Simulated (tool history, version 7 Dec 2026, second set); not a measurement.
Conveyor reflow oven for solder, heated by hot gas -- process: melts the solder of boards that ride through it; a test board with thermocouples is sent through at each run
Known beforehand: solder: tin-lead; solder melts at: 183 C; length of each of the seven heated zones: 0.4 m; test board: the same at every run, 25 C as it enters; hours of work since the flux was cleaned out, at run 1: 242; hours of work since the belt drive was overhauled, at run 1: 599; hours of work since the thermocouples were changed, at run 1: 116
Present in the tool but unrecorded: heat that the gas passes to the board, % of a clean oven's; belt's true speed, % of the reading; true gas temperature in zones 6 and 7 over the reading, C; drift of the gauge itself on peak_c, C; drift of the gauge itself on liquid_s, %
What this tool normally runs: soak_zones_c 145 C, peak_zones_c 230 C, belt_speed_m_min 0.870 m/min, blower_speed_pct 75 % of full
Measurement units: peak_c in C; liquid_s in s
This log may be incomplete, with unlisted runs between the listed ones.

run	hour	soak_zones_c	peak_zones_c	belt_speed_m_min	blower_speed_pct	hours of work since the flux was cleaned out	hours of work since the belt drive was overhauled	hours of work since the thermocouples were changed	peak_c	liquid_s
1	0.0	145	230	0.870	75	242	599	116	217.4	44.1
2	5.7	145	230	0.870	75	245	602	119	217.6	44.2
3	16.4	145	230	0.870	54	251	608	125	213.7	41.6
4	27.4	145	230	0.870	54	257	614	131	214.1	41.7
5	36.1	145	230	0.870	54	262	619	136	214.7	42.0
6	46.9	145	230	0.870	54	268	625	142	214.9	41.3
7	56.8	145	230	0.870	83	274	631	148	217.6	44.9
8	66.7	150	233	1.011	60	279	636	153	214.7	36.2
9	73.8	133	225	0.885	84	283	640	157	212.7	37.0
10	84.0	133	225	0.885	84	289	646	163	212.2	37.2
11	94.2	158	236	0.970	75	295	652	169	221.9	44.5
12	103.3	158	236	0.970	75	300	657	174	221.7	45.1

4 options for the next run, each taken on its own from the tool as it stands now. Forecast them:
A	110.2	145	230	0.870	75	304	661	178	?	?
B	110.2	137	231	0.870	84	304	661	178	?	?
C	110.2	134	236	0.826	52	304	661	178	?	?
D	110.2	158	236	0.808	79	304	661	178	?	?

run	peak_c	liquid_s
A	216.9	43.5
B	217.6	43.0
C	218.1	43.2
D	227.5	56.1
What these runs would have given with no unlogged condition in the tool:
run	peak_c	liquid_s
A	217.5	43.5
B	218.5	43.3
C	218.8	43.3
D	227.9	55.7

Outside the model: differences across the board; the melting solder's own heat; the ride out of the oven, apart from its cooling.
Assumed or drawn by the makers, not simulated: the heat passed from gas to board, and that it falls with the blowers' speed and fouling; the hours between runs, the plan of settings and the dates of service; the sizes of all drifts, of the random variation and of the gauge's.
